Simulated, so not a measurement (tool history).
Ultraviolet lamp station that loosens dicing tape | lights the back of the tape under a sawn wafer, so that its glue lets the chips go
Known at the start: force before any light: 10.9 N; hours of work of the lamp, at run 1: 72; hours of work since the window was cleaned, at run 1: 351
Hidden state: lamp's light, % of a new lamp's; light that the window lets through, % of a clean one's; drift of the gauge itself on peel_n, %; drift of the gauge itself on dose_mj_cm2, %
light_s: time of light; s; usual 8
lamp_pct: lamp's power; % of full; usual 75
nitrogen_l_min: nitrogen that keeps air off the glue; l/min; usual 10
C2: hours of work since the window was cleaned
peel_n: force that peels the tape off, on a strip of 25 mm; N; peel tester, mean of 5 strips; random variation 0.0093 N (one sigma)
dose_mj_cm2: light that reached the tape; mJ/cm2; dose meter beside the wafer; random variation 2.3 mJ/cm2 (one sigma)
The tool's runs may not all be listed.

Run 1, day 0.000: usual settings; hours of work of the lamp 72; C2 351. Result: peel_n 0.541 N, dose_mj_cm2 204 mJ/cm2.
Run 2, day 0.425: usual settings; hours of work of the lamp 78; C2 357. Result: peel_n 0.539 N, dose_mj_cm2 200 mJ/cm2.
Run 3, day 0.838: usual settings; hours of work of the lamp 83; C2 363. Result: peel_n 0.549 N, dose_mj_cm2 203 mJ/cm2.
Run 4, day 1.304: usual settings; hours of work of the lamp 90; C2 369. Result: peel_n 0.548 N, dose_mj_cm2 204 mJ/cm2.
Run 5, day 1.821: usual settings; hours of work of the lamp 97; C2 376. Result: peel_n 0.584 N, dose_mj_cm2 205 mJ/cm2.
Run 6, day 2.179: usual settings but lamp_pct 83 % of full; hours of work of the lamp 101; C2 381. Result: peel_n 0.422 N, dose_mj_cm2 223 mJ/cm2.
Run 7, day 2.508: usual settings but lamp_pct 83 % of full; hours of work of the lamp 106; C2 386. Result: peel_n 0.424 N, dose_mj_cm2 221 mJ/cm2.
Run 8, day 3.012: usual settings but nitrogen_l_min 4 l/min; hours of work of the lamp 113; C2 392. Result: peel_n 1.442 N, dose_mj_cm2 201 mJ/cm2.
Run 9, day 3.792: usual settings but nitrogen_l_min 4 l/min; hours of work of the lamp 123; C2 403. Result: peel_n 1.404 N, dose_mj_cm2 199 mJ/cm2.
Run 10, day 4.304: usual settings but light_s 7 s; hours of work of the lamp 130; C2 410. Result: peel_n 0.809 N, dose_mj_cm2 175 mJ/cm2.
Run 11, day 4.775: usual settings; hours of work of the lamp 137; C2 416. Result: peel_n 0.610 N, dose_mj_cm2 198 mJ/cm2.
Run 12, day 5.404: usual settings but light_s 7 s; hours of work of the lamp 145; C2 425. Result: peel_n 0.834 N, dose_mj_cm2 171 mJ/cm2.
Run 13, day 5.825: usual settings but nitrogen_l_min 19 l/min; hours of work of the lamp 151; C2 431. Result: peel_n 0.313 N, dose_mj_cm2 195 mJ/cm2.
Run 14, day 6.525: usual settings but nitrogen_l_min 19 l/min; hours of work of the lamp 161; C2 440. Result: peel_n 0.323 N, dose_mj_cm2 197 mJ/cm2.
Run 15, day 7.308: usual settings but nitrogen_l_min 19 l/min; hours of work of the lamp 171; C2 451. Result: peel_n 0.312 N, dose_mj_cm2 197 mJ/cm2.
Run 16, day 7.883: usual settings but nitrogen_l_min 19 l/min; hours of work of the lamp 179; C2 459. Result: peel_n 0.309 N, dose_mj_cm2 197 mJ/cm2.
Run 17, day 8.629: usual settings but light_s 6 s, lamp_pct 83 % of full, nitrogen_l_min 7 l/min; hours of work of the lamp 189; C2 469. Result: peel_n 1.388 N, dose_mj_cm2 162 mJ/cm2.
Run 18, day 9.171: usual settings but nitrogen_l_min 9 l/min; hours of work of the lamp 197; C2 476. Result: peel_n 0.724 N, dose_mj_cm2 195 mJ/cm2.
Run 19, day 9.562: usual settings but nitrogen_l_min 9 l/min; hours of work of the lamp 202; C2 482. Result: peel_n 0.726 N, dose_mj_cm2 192 mJ/cm2.
Run 20, day 9.929: usual settings but nitrogen_l_min 9 l/min; hours of work of the lamp 207; C2 487. Result: peel_n 0.694 N, dose_mj_cm2 195 mJ/cm2.
Run 21, day 10.729: usual settings but light_s 5 s, lamp_pct 69 % of full, nitrogen_l_min 12 l/min; hours of work of the lamp 218; C2 498. Result: peel_n 1.930 N, dose_mj_cm2 110 mJ/cm2.
Run 22, day 11.488: usual settings but light_s 10 s; hours of work of the lamp 228; C2 508. Result: peel_n 0.343 N, dose_mj_cm2 239 mJ/cm2.
Run 23, day 12.071: usual settings but light_s 10 s, lamp_pct 67 % of full, nitrogen_l_min 6 l/min; hours of work of the lamp 236; C2 516. Result: peel_n 0.866 N, dose_mj_cm2 212 mJ/cm2.
Run 24, day 12.758: usual settings but lamp_pct 93 % of full, nitrogen_l_min 15 l/min; hours of work of the lamp 245; C2 525. Result: peel_n 0.252 N, dose_mj_cm2 233 mJ/cm2.
Run 25, day 13.488: usual settings but light_s 7 s; hours of work of the lamp 255; C2 535. Result: peel_n 0.925 N, dose_mj_cm2 165 mJ/cm2.
Run 26, day 14.088: usual settings but nitrogen_l_min 5 l/min; hours of work of the lamp 264; C2 543. Result: peel_n 1.317 N, dose_mj_cm2 186 mJ/cm2.
Run 27, day 14.417: usual settings but nitrogen_l_min 14 l/min; hours of work of the lamp 268; C2 548. Result: peel_n 0.485 N, dose_mj_cm2 181 mJ/cm2.
Run 28, day 15.088: usual settings but lamp_pct 68 % of full, nitrogen_l_min 13 l/min; hours of work of the lamp 277; C2 557. Result: peel_n 0.681 N, dose_mj_cm2 170 mJ/cm2.
Run 29, day 15.450: usual settings but lamp_pct 68 % of full, nitrogen_l_min 13 l/min; hours of work of the lamp 282; C2 562. Result: peel_n 0.711 N, dose_mj_cm2 169 mJ/cm2.
Run 30, day 16.162: usual settings but lamp_pct 95 % of full; hours of work of the lamp 292; C2 571. Result: peel_n 0.368 N, dose_mj_cm2 239 mJ/cm2.
Run 31, day 16.921: usual settings but light_s 11 s, lamp_pct 63 % of full, nitrogen_l_min 5 l/min; hours of work of the lamp 302; C2 582. Result: peel_n 1.021 N, dose_mj_cm2 213 mJ/cm2.
Run 32, day 17.504: usual settings but light_s 13 s, lamp_pct 63 % of full, nitrogen_l_min 7 l/min; hours of work of the lamp 310; C2 590. Result: peel_n 0.474 N, dose_mj_cm2 246 mJ/cm2.

Forecast each of these 4 alternatives for the next run:
Run A, day 17.842: usual settings but light_s 13 s, lamp_pct 63 % of full, nitrogen_l_min 7 l/min; hours of work of the lamp 315; C2 594. Result: peel_n ?, dose_mj_cm2 ?.
Run B, day 17.842: usual settings but lamp_pct 92 % of full; hours of work of the lamp 315; C2 594. Result: peel_n ?, dose_mj_cm2 ?.
Run C, day 17.842: usual settings but light_s 5 s, nitrogen_l_min 7 l/min; hours of work of the lamp 315; C2 594. Result: peel_n ?, dose_mj_cm2 ?.
Run D, day 17.842: usual settings but lamp_pct 80 % of full; hours of work of the lamp 315; C2 594. Result: peel_n ?, dose_mj_cm2 ?.

run  peel_n  dose_mj_cm2
  A   0.459          254
  B   0.413          229
  C   2.320          114
  D   0.605          197
Without the tool's hidden state the same runs would have given:
run  peel_n  dose_mj_cm2
  A   0.242          317
  B   0.217          286
  C   1.607          143
  D   0.327          246
